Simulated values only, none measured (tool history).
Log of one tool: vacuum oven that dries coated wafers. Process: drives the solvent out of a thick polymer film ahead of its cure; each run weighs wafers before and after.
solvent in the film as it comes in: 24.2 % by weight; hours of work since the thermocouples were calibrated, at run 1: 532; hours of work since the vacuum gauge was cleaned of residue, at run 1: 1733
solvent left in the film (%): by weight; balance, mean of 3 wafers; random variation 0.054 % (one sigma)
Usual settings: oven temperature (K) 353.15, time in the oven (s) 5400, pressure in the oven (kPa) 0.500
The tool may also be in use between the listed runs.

run,hour,oven temperature (K),time in the oven (s),pressure in the oven (kPa),hours of work since the thermocouples were calibrated,hours of work since the vacuum gauge was cleaned of residue,solvent left in the film (%)
1,0.0,353.15,5400,0.500,532,1733,1.80
2,41.7,353.15,5400,1.427,563,1764,2.00
3,102.0,353.15,5400,1.427,608,1808,1.96
4,135.1,353.15,8760,0.500,632,1833,0.49
5,171.4,353.15,9360,0.500,659,1860,0.52
6,223.0,353.15,9360,0.500,697,1898,0.48
7,264.9,353.15,9360,1.482,728,1929,0.60
8,297.8,353.15,9360,1.482,753,1953,0.70
9,328.8,353.15,6540,0.500,776,1976,1.04
10,368.5,353.15,5400,0.500,805,2006,1.70
11,395.3,353.15,5400,0.500,825,2026,1.74
# hour 400.5: oven's thermocouples calibrated
12,425.3,354.15,5760,1.477,18,2046,1.32
13,459.0,363.15,5760,1.044,43,2071,0.39
14,509.5,353.15,2820,0.274,81,2109,4.72
15,550.1,353.15,2820,0.897,111,2139,5.03
16,588.2,360.15,2940,0.350,139,2167,2.54
17,615.9,360.15,2940,0.350,160,2188,2.48
18,659.5,360.15,2940,1.387,192,2220,2.59
19,705.9,355.15,3120,0.798,226,2254,3.60
# hour 711.8: oven's thermocouples calibrated, once more
20,764.5,353.15,7140,0.353,39,2296,1.03
21,812.8,350.15,2700,0.623,75,2332,7.13
22,874.2,353.15,9360,0.299,120,2377,0.57

5 ways to go on from here, each from the tool as it stands after run 22. What would each give?
A,930.7,359.15,6660,0.299,162,2419,?
B,930.7,345.15,3960,0.400,162,2419,?
C,930.7,338.15,8820,1.868,162,2419,?
D,930.7,353.15,5460,0.500,162,2419,?
E,930.7,353.15,8160,0.500,162,2419,?

run,solvent left in the film (%)
A,0.45
B,6.35
C,4.26
D,1.91
E,0.69
Without the tool's hidden state the same runs would have given:
run,solvent left in the film (%)
A,0.37
B,6.36
C,4.18
D,1.87
E,0.60

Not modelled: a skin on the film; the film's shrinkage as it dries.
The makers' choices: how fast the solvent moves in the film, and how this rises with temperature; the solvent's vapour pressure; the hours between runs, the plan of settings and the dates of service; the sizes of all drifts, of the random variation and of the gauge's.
